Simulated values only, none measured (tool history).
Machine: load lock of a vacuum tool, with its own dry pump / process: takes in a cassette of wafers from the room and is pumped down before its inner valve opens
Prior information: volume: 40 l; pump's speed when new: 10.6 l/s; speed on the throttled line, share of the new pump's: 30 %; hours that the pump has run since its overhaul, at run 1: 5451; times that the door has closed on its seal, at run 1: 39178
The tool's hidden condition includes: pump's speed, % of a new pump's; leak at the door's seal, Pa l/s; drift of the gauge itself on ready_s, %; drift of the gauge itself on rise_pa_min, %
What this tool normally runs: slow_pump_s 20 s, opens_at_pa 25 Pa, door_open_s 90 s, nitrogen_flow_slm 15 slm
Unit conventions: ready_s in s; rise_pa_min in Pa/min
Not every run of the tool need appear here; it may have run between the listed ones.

run,hour,slow_pump_s,opens_at_pa,door_open_s,nitrogen_flow_slm,hours that the pump has run since its overhaul,times that the door has closed on its seal,"incoming humidity of the room's air, %",ready_s,rise_pa_min
1,0.0,20,25,90,15,5451,39178,46.4,46.3,0.264
2,116.4,20,25,90,15,5568,39735,44.2,47.0,0.255
3,238.4,20,25,147,15,5690,40319,44.4,46.5,0.269
4,341.3,20,25,90,15,5793,40811,46.4,46.5,0.267
5,428.5,20,25,90,15,5880,41229,44.4,47.0,0.275
6,525.4,20,25,90,15,5977,41693,46.2,46.9,0.277
7,633.9,20,25,90,15,6085,42212,42.7,46.5,0.278
8,750.3,20,25,90,15,6202,42769,46.2,46.6,0.282
9,824.7,20,25,90,15,6276,43125,45.7,46.8,0.286
10,899.5,20,25,90,15,6351,43483,45.5,46.6,0.289
11,994.2,20,25,90,15,6446,43937,44.5,46.6,0.295
12,1069.2,20,25,90,15,6521,44295,43.7,46.2,0.306
13,1141.9,20,25,90,15,6593,44643,47.9,46.7,0.304
14,1248.9,20,25,90,15,6700,45156,45.5,46.4,0.309
15,1309.5,20,25,90,15,6761,45446,46.8,46.6,0.305
16,1368.7,20,25,90,15,6820,45729,48.0,46.9,0.311
17,1466.3,23,25,90,15,6918,46196,41.8,48.7,0.310
# hour 1548.2: door's seal changed, seat wiped
18,1611.0,23,25,90,15,7061,301,44.3,49.1,0.060
19,1690.9,30,47,30,40,7141,683,44.1,51.5,0.025
20,1770.6,17,47,30,20,7220,1065,48.1,41.9,0.039
21,1837.3,19,25,90,21,7287,1384,42.0,45.9,0.058
22,1943.3,19,25,90,21,7393,1892,48.4,45.7,0.059
23,2003.0,10,30,91,8,7453,2177,44.8,39.5,0.073
24,2133.7,10,37,116,37,7584,2803,44.9,38.2,0.049
25,2246.5,15,42,37,14,7696,3343,44.2,41.2,0.045

For run 26, what comes out?
26,2376.3,15,42,37,14,7826,3964,48.2,?,?

ready_s: 40.8 s
rise_pa_min: 0.056 Pa/min
Were there no unlogged condition in the tool, this run, its random variation unchanged, would have produced ready_s 39.7 s, rise_pa_min 0.047 Pa/min.
